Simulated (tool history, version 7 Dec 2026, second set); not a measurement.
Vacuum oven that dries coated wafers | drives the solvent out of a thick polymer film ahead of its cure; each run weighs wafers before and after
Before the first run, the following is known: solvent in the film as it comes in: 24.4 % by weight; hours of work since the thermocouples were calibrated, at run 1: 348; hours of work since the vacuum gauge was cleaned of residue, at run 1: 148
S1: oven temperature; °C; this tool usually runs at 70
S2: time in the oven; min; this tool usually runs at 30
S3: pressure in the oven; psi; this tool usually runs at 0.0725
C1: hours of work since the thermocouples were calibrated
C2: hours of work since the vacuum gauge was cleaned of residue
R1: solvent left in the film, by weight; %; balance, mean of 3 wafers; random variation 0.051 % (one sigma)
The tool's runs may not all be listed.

run	hour	S1	S2	S3	C1	C2	R1
1	0	70	30	0.0725	348	148	1.18
2	18.4	70	30	0.0725	361	162	1.13
3	39.3	70	30	0.0725	377	177	1.29
4	58.4	70	30	0.0725	391	191	1.19
5	80.6	70	30	0.0667	407	208	1.22
6	102	70	30	0.0667	423	223	1.24
7	123.9	70	30	0.0667	439	239	1.32
# hour 127.9: oven's thermocouples calibrated
8	155.3	70	30	0.0667	20	261	1.32
9	180.3	70	30	0.0667	38	279	1.34
10	195.6	59	28	0.0464	50	291	6.33
# hour 214.7: oven's thermocouples calibrated, once more
11	223.1	59	49	0.0508	6	309	2.36
12	240.8	59	49	0.0508	19	322	2.48
13	265.3	59	40	0.2132	37	340	4.13
14	279.7	59	40	0.2132	48	351	4.17
15	293.4	84	19	0.2151	58	361	0.44

Below are 5 alternative next runs, each starting from the tool's condition after run 15. Predict each:
A	312.9	68	19	0.0495	72	375	?
B	312.9	55	16	0.2151	72	375	?
C	312.9	74	21	0.0833	72	375	?
D	312.9	75	24	0.2789	72	375	?
E	312.9	70	21	0.0725	72	375	?

run	R1
A	3.74
B	12.35
C	1.38
D	1.25
E	2.53
What these runs would have given with no unlogged condition in the tool:
run	R1
A	3.83
B	12.46
C	1.41
D	1.25
E	2.59
